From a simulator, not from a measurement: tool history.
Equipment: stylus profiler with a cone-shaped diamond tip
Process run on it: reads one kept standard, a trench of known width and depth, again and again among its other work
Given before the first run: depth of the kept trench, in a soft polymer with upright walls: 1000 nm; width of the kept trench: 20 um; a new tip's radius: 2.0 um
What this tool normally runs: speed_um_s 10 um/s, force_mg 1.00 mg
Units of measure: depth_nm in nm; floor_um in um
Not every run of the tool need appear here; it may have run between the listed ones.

Run 1, day 0.000: usual settings. Result: depth_nm 1009.44 nm, floor_um 14.41 um.
Run 2, day 2.217: usual settings but speed_um_s 14 um/s. Result: depth_nm 1009.20 nm, floor_um 14.31 um.
Run 3, day 3.750: usual settings but force_mg 1.43 mg. Result: depth_nm 1011.37 nm, floor_um 14.36 um.
Run 4, day 4.858: usual settings but force_mg 2.60 mg. Result: depth_nm 1015.97 nm, floor_um 14.39 um.
Run 5, day 6.917: usual settings but force_mg 2.60 mg. Result: depth_nm 1015.90 nm, floor_um 14.30 um.
Run 6, day 9.062: usual settings but force_mg 2.60 mg. Result: depth_nm 1015.89 nm, floor_um 14.22 um.
Run 7, day 10.750: usual settings but speed_um_s 18 um/s. Result: depth_nm 1009.56 nm, floor_um 14.07 um.
Run 8, day 12.221: usual settings but speed_um_s 18 um/s. Result: depth_nm 1009.71 nm, floor_um 14.12 um.
At day 12.367: height scale calibrated on a step standard.
Run 9, day 13.596: usual settings but speed_um_s 18 um/s. Result: depth_nm 1010.09 nm, floor_um 13.97 um.
Run 10, day 15.092: usual settings but force_mg 1.68 mg. Result: depth_nm 1013.21 nm, floor_um 14.09 um.
Run 11, day 16.617: usual settings but force_mg 1.68 mg. Result: depth_nm 1013.05 nm, floor_um 14.05 um.
At day 18.358: height scale calibrated on a step standard, once more.
Run 12, day 18.854: usual settings but speed_um_s 4 um/s. Result: depth_nm 1007.45 nm, floor_um 14.02 um.
Run 13, day 20.008: usual settings but speed_um_s 3 um/s, force_mg 1.40 mg. Result: depth_nm 1009.40 nm, floor_um 13.99 um.
Run 14, day 22.004: usual settings but speed_um_s 5 um/s, force_mg 0.80 mg. Result: depth_nm 1006.54 nm, floor_um 13.89 um.
Run 15, day 23.129: usual settings but speed_um_s 7 um/s, force_mg 0.54 mg. Result: depth_nm 1005.16 nm, floor_um 13.91 um.
Run 16, day 24.562: usual settings but speed_um_s 20 um/s, force_mg 2.74 mg. Result: depth_nm 1014.57 nm, floor_um 13.85 um.
Run 17, day 25.996: usual settings but speed_um_s 20 um/s, force_mg 2.74 mg. Result: depth_nm 1014.59 nm, floor_um 13.84 um.
Run 18, day 28.158: usual settings but force_mg 0.75 mg. Result: depth_nm 1006.33 nm, floor_um 13.72 um.
Run 19, day 29.846: usual settings but speed_um_s 24 um/s. Result: depth_nm 1007.70 nm, floor_um 13.70 um.
Run 20, day 31.075: usual settings but speed_um_s 2 um/s, force_mg 2.52 mg. Result: depth_nm 1014.11 nm, floor_um 13.75 um.
Run 21, day 32.738: usual settings but speed_um_s 2 um/s, force_mg 2.52 mg. Result: depth_nm 1014.03 nm, floor_um 13.71 um.

Had the tool no unlogged condition, and each run kept its random variation, what would the results have been?
Hidden state at play: radius of the tip, um; height scale over the true one, %; drift of the gauge itself on depth_nm, %; drift of the gauge itself on floor_um, %.
run  depth_nm  floor_um
  1   1007.36     16.46
  2   1007.06     16.42
  3   1009.17     16.50
  4   1013.73     16.56
  5   1013.61     16.52
  6   1013.53     16.48
  7   1007.16     16.38
  8   1007.27     16.46
  9   1007.23     16.34
 10   1010.30     16.50
 11   1010.09     16.49
 12   1007.13     16.51
 13   1009.05     16.50
 14   1006.13     16.45
 15   1004.72     16.49
 16   1014.09     16.47
 17   1014.07     16.48
 18   1005.75     16.41
 19   1007.06     16.42
 20   1013.43     16.50
 21   1013.31     16.50

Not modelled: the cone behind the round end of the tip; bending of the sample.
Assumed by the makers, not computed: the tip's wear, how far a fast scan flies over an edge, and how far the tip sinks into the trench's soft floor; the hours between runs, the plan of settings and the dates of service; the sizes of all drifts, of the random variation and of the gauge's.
